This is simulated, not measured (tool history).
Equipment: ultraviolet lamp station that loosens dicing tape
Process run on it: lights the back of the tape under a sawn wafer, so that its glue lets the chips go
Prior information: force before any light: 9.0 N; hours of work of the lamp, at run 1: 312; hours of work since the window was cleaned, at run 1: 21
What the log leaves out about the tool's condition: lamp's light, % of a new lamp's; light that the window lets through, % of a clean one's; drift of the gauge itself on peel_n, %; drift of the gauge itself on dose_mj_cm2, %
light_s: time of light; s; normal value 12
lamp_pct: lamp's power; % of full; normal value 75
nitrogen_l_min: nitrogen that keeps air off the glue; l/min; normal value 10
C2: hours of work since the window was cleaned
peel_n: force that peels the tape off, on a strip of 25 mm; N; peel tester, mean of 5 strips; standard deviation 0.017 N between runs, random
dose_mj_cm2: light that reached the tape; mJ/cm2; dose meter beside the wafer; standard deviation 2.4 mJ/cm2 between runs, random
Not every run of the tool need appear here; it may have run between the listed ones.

Run 1, day 0: usual settings; hours of work of the lamp 312; C2 21. Result: peel_n 1.188 N, dose_mj_cm2 214 mJ/cm2.
Run 2, day 0.758: usual settings; hours of work of the lamp 322; C2 31. Result: peel_n 1.26 N, dose_mj_cm2 217 mJ/cm2.
Run 3, day 1.396: usual settings; hours of work of the lamp 330; C2 39. Result: peel_n 1.265 N, dose_mj_cm2 212 mJ/cm2.
Run 4, day 2.012: usual settings; hours of work of the lamp 338; C2 47. Result: peel_n 1.272 N, dose_mj_cm2 215 mJ/cm2.
Run 5, day 2.433: usual settings; hours of work of the lamp 343; C2 53. Result: peel_n 1.333 N, dose_mj_cm2 205 mJ/cm2.
Run 6, day 2.738: usual settings but lamp_pct 80 % of full; hours of work of the lamp 347; C2 57. Result: peel_n 1.185 N, dose_mj_cm2 225 mJ/cm2.
Run 7, day 3.112: usual settings but lamp_pct 80 % of full; hours of work of the lamp 352; C2 62. Result: peel_n 1.193 N, dose_mj_cm2 226 mJ/cm2.
Run 8, day 3.638: usual settings but lamp_pct 80 % of full; hours of work of the lamp 359; C2 68. Result: peel_n 1.187 N, dose_mj_cm2 220 mJ/cm2.
Run 9, day 4.254: usual settings but light_s 8 s, lamp_pct 100 % of full, nitrogen_l_min 7 l/min; hours of work of the lamp 367; C2 76. Result: peel_n 2.045 N, dose_mj_cm2 179 mJ/cm2.
Run 10, day 4.821: usual settings but light_s 7 s, lamp_pct 66 % of full, nitrogen_l_min 4 l/min; hours of work of the lamp 374; C2 84. Result: peel_n 4.473 N, dose_mj_cm2 107 mJ/cm2.
Run 11, day 5.488: usual settings but nitrogen_l_min 19 l/min; hours of work of the lamp 383; C2 92. Result: peel_n 0.922 N, dose_mj_cm2 202 mJ/cm2.
Run 12, day 5.938: usual settings but light_s 21 s, lamp_pct 94 % of full, nitrogen_l_min 4 l/min; hours of work of the lamp 389; C2 98. Result: peel_n 0.661 N, dose_mj_cm2 439 mJ/cm2.
Run 13, day 6.5: usual settings but light_s 21 s, lamp_pct 94 % of full, nitrogen_l_min 4 l/min; hours of work of the lamp 396; C2 106. Result: peel_n 0.671 N, dose_mj_cm2 432 mJ/cm2.
Run 14, day 7.142: usual settings but light_s 21 s, lamp_pct 94 % of full, nitrogen_l_min 4 l/min; hours of work of the lamp 404; C2 114. Result: peel_n 0.719 N, dose_mj_cm2 432 mJ/cm2.
Run 15, day 7.604: usual settings but light_s 9 s, lamp_pct 94 % of full, nitrogen_l_min 4 l/min; hours of work of the lamp 410; C2 120. Result: peel_n 2.85 N, dose_mj_cm2 184 mJ/cm2.
Run 16, day 8.233: usual settings but lamp_pct 81 % of full, nitrogen_l_min 9 l/min; hours of work of the lamp 419; C2 128. Result: peel_n 1.438 N, dose_mj_cm2 212 mJ/cm2.

Some steps in peel_n, run to run, broken into two amounts with sign: the step expected even without the hidden condition (settings, incoming material, random variation), and the rest, left for the hidden condition together with whatever gauge scatter is not in both the measured and the hidden-condition-free result:
Run 10 -> 11: light_s 7 -> 12, lamp_pct 66 -> 75, nitrogen_l_min 4 -> 19. peel_n -3.551 N: hidden state -0.472, all else -3.079.
Run 14 -> 15: light_s 21 -> 9. peel_n +2.131 N: hidden state +0.662, all else +1.469.
